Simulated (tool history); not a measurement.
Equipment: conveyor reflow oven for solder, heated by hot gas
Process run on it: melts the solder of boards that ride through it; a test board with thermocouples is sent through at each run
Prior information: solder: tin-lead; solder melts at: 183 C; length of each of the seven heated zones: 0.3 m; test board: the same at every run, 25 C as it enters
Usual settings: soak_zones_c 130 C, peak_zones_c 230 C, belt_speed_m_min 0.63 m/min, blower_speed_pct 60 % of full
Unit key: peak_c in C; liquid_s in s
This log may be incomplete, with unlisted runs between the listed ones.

| run | hour | soak_zones_c | peak_zones_c | belt_speed_m_min | blower_speed_pct | peak_c | liquid_s |
|---|---|---|---|---|---|---|---|
| 1 | 0 | 130 | 230 | 0.63 | 60 | 208.85 | 34.65 |
| 2 | 46.4 | 130 | 230 | 0.63 | 60 | 208.8 | 34.62 |
| 3 | 74.3 | 130 | 230 | 0.63 | 60 | 208.73 | 34.41 |
| 4 | 101.4 | 130 | 230 | 0.63 | 60 | 208.58 | 34.42 |
|  | 109.5 | belt drive overhauled, speed set with a stopwatch |
| 5 | 137.9 | 130 | 230 | 0.63 | 62 | 209.3 | 35.2 |
| 6 | 184.2 | 130 | 230 | 0.63 | 62 | 209.22 | 35.08 |
| 7 | 225.5 | 117 | 230 | 0.636 | 62 | 205.73 | 29.19 |
|  | 251.3 | belt drive overhauled, speed set with a stopwatch, once more |
| 8 | 289.8 | 130 | 230 | 0.63 | 80 | 212.75 | 38.14 |
| 9 | 345.7 | 130 | 230 | 0.63 | 80 | 212.66 | 38.09 |
| 10 | 372.7 | 130 | 226 | 0.594 | 78 | 210.57 | 39.07 |
|  | 385.7 | flux residue cleaned out of gas plates and filters |
| 11 | 419.6 | 130 | 226 | 0.594 | 78 | 211.95 | 40.58 |

Here are 5 independent what-if runs from the current tool condition. What would each one return?
| A | 466.8 | 130 | 231 | 0.594 | 63 | ? | ? |
| B | 466.8 | 130 | 230 | 0.665 | 87 | ? | ? |
| C | 466.8 | 130 | 223 | 0.728 | 67 | ? | ? |
| D | 466.8 | 140 | 230 | 0.599 | 60 | ? | ? |
| E | 466.8 | 130 | 221 | 0.63 | 81 | ? | ? |

| run | peak_c | liquid_s |
|---|---|---|
| A | 212.86 | 40.34 |
| B | 213.66 | 36.88 |
| C | 199.85 | 22.49 |
| D | 212.9 | 42.59 |
| E | 206.26 | 33.91 |
Had the tool no hidden state, the same runs would have come out as:
| run | peak_c | liquid_s |
|---|---|---|
| A | 212.49 | 39.98 |
| B | 213.37 | 36.63 |
| C | 199.57 | 22.2 |
| D | 212.52 | 42.22 |
| E | 205.93 | 33.61 |
